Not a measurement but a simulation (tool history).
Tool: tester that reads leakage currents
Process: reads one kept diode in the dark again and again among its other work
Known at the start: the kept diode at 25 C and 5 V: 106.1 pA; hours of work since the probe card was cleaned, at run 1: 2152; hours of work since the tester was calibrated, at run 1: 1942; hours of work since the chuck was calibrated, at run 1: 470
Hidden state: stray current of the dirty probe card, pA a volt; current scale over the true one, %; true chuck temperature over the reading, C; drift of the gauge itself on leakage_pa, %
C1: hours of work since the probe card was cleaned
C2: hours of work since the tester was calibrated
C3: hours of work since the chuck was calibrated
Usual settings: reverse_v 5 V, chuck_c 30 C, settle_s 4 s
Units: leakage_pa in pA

{"run": 1, "hour": 0.0, "reverse_v": 5, "chuck_c": 30, "settle_s": 4, "C1": 2152, "C2": 1942, "C3": 470, "leakage_pa": 183.06}
{"run": 2, "hour": 227.3, "reverse_v": 5, "chuck_c": 30, "settle_s": 4, "C1": 2286, "C2": 2077, "C3": 605, "leakage_pa": 185.34}
{"hour": 411.5, "done": "probe card cleaned and baked"}
{"run": 3, "hour": 439.8, "reverse_v": 5, "chuck_c": 30, "settle_s": 4, "C1": 17, "C2": 2201, "C3": 729, "leakage_pa": 175.85}
{"run": 4, "hour": 559.9, "reverse_v": 1.72, "chuck_c": 30, "settle_s": 4, "C1": 88, "C2": 2272, "C3": 800, "leakage_pa": 115.77}
{"run": 5, "hour": 753.8, "reverse_v": 5, "chuck_c": 30, "settle_s": 1.53, "C1": 203, "C2": 2387, "C3": 915, "leakage_pa": 180.86}
{"run": 6, "hour": 886.9, "reverse_v": 5, "chuck_c": 30, "settle_s": 0.45, "C1": 282, "C2": 2466, "C3": 994, "leakage_pa": 186.53}
{"run": 7, "hour": 1041.8, "reverse_v": 5, "chuck_c": 30, "settle_s": 4, "C1": 374, "C2": 2558, "C3": 1086, "leakage_pa": 185.15}
{"run": 8, "hour": 1149.4, "reverse_v": 5, "chuck_c": 30, "settle_s": 4, "C1": 438, "C2": 2622, "C3": 1150, "leakage_pa": 187.03}
{"hour": 1180.2, "done": "chuck's temperature calibrated"}
{"run": 9, "hour": 1332.2, "reverse_v": 5, "chuck_c": 30, "settle_s": 4, "C1": 545, "C2": 2729, "C3": 90, "leakage_pa": 163.44}
{"run": 10, "hour": 1531.8, "reverse_v": 5, "chuck_c": 30, "settle_s": 4, "C1": 663, "C2": 2848, "C3": 209, "leakage_pa": 165.92}
{"run": 11, "hour": 1731.7, "reverse_v": 5, "chuck_c": 30, "settle_s": 4, "C1": 782, "C2": 2966, "C3": 327, "leakage_pa": 169.3}
{"run": 12, "hour": 1889.8, "reverse_v": 3.39, "chuck_c": 30, "settle_s": 4, "C1": 876, "C2": 3060, "C3": 421, "leakage_pa": 146.4}
{"run": 13, "hour": 2061.1, "reverse_v": 3.39, "chuck_c": 30, "settle_s": 4, "C1": 977, "C2": 3162, "C3": 523, "leakage_pa": 147.66}
{"run": 14, "hour": 2252.3, "reverse_v": 5, "chuck_c": 30, "settle_s": 4, "C1": 1091, "C2": 3275, "C3": 636, "leakage_pa": 175.79}
{"run": 15, "hour": 2391.7, "reverse_v": 5, "chuck_c": 30, "settle_s": 4, "C1": 1173, "C2": 3358, "C3": 719, "leakage_pa": 178.24}
{"run": 16, "hour": 2603.2, "reverse_v": 5, "chuck_c": 30, "settle_s": 4, "C1": 1299, "C2": 3483, "C3": 844, "leakage_pa": 181.47}
{"run": 17, "hour": 2815.6, "reverse_v": 5, "chuck_c": 30, "settle_s": 4, "C1": 1425, "C2": 3609, "C3": 970, "leakage_pa": 184.87}
{"run": 18, "hour": 3053.8, "reverse_v": 5, "chuck_c": 30, "settle_s": 4, "C1": 1566, "C2": 3750, "C3": 1111, "leakage_pa": 188.01}
{"hour": 3149.0, "done": "chuck's temperature calibrated"}
{"run": 19, "hour": 3190.7, "reverse_v": 5, "chuck_c": 30, "settle_s": 4, "C1": 1646, "C2": 3830, "C3": 25, "leakage_pa": 169.86}
{"run": 20, "hour": 3399.7, "reverse_v": 5, "chuck_c": 30, "settle_s": 4, "C1": 1770, "C2": 3954, "C3": 149, "leakage_pa": 173.44}
{"run": 21, "hour": 3525.3, "reverse_v": 4, "chuck_c": 21, "settle_s": 0.58, "C1": 1845, "C2": 4029, "C3": 223, "leakage_pa": 79.01}
{"run": 22, "hour": 3644.3, "reverse_v": 5, "chuck_c": 30, "settle_s": 0.45, "C1": 1915, "C2": 4099, "C3": 294, "leakage_pa": 180.8}
{"run": 23, "hour": 3824.6, "reverse_v": 1.18, "chuck_c": 34, "settle_s": 3.45, "C1": 2022, "C2": 4206, "C3": 401, "leakage_pa": 135.99}
{"run": 24, "hour": 4011.3, "reverse_v": 2.94, "chuck_c": 52, "settle_s": 3.2, "C1": 2133, "C2": 4317, "C3": 511, "leakage_pa": 790.03}
{"run": 25, "hour": 4141.0, "reverse_v": 6.84, "chuck_c": 25, "settle_s": 7.27, "C1": 2210, "C2": 4394, "C3": 588, "leakage_pa": 141.89}
{"run": 26, "hour": 4252.6, "reverse_v": 4.04, "chuck_c": 23, "settle_s": 5.76, "C1": 2276, "C2": 4460, "C3": 655, "leakage_pa": 96.75}
{"run": 27, "hour": 4357.3, "reverse_v": 7.42, "chuck_c": 47, "settle_s": 1.96, "C1": 2338, "C2": 4522, "C3": 717, "leakage_pa": 814.51}
{"hour": 4453.9, "done": "probe card cleaned and baked"}
{"run": 28, "hour": 4478.5, "reverse_v": 7.42, "chuck_c": 47, "settle_s": 1.96, "C1": 15, "C2": 4593, "C3": 787, "leakage_pa": 803.47}
{"run": 29, "hour": 4691.6, "reverse_v": 7.42, "chuck_c": 47, "settle_s": 1.96, "C1": 141, "C2": 4719, "C3": 913, "leakage_pa": 815.49}
{"run": 30, "hour": 4911.8, "reverse_v": 7.42, "chuck_c": 47, "settle_s": 1.96, "C1": 272, "C2": 4849, "C3": 1044, "leakage_pa": 828.11}
{"hour": 5129.5, "done": "chuck's temperature calibrated"}
{"run": 31, "hour": 5140.4, "reverse_v": 5, "chuck_c": 30, "settle_s": 0.72, "C1": 406, "C2": 4984, "C3": 6, "leakage_pa": 162.25}
{"hour": 5280.8, "done": "tester calibrated"}
{"run": 32, "hour": 5339.9, "reverse_v": 5, "chuck_c": 30, "settle_s": 0.72, "C1": 523, "C2": 35, "C3": 124, "leakage_pa": 169.58}
{"run": 33, "hour": 5542.0, "reverse_v": 5, "chuck_c": 30, "settle_s": 0.72, "C1": 643, "C2": 155, "C3": 244, "leakage_pa": 172.31}
{"run": 34, "hour": 5758.3, "reverse_v": 5, "chuck_c": 30, "settle_s": 0.72, "C1": 771, "C2": 283, "C3": 372, "leakage_pa": 174.73}
{"run": 35, "hour": 5876.9, "reverse_v": 5, "chuck_c": 30, "settle_s": 0.72, "C1": 842, "C2": 354, "C3": 442, "leakage_pa": 177.62}
{"run": 36, "hour": 6084.8, "reverse_v": 5, "chuck_c": 30, "settle_s": 0.72, "C1": 965, "C2": 477, "C3": 565, "leakage_pa": 180.25}
{"run": 37, "hour": 6202.8, "reverse_v": 5, "chuck_c": 43, "settle_s": 4, "C1": 1035, "C2": 547, "C3": 635, "leakage_pa": 505.25}
{"run": 38, "hour": 6396.6, "reverse_v": 1.7, "chuck_c": 28, "settle_s": 1.32, "C1": 1150, "C2": 662, "C3": 750, "leakage_pa": 98.75}

Some steps in leakage_pa between neighbouring runs. How much of each would the tool show without its hidden state too (settings, what came in, random variation), and how much is left for the hidden state, with any gauge scatter that isn't in both results?
Run 23 -> 24: reverse_v 1.18 -> 2.94, chuck_c 34 -> 52, settle_s 3.45 -> 3.2. leakage_pa +654.04 pA: hidden state +28.06, all else +625.98.
Run 26 -> 27: reverse_v 4.04 -> 7.42, chuck_c 23 -> 47, settle_s 5.76 -> 1.96. leakage_pa +717.76 pA: hidden state +48.42, all else +669.34.
Run 30 -> 31: reverse_v 7.42 -> 5, chuck_c 47 -> 30, settle_s 1.96 -> 0.72, chuck's temperature calibrated. leakage_pa -665.86 pA: hidden state -79.49, all else -586.37.

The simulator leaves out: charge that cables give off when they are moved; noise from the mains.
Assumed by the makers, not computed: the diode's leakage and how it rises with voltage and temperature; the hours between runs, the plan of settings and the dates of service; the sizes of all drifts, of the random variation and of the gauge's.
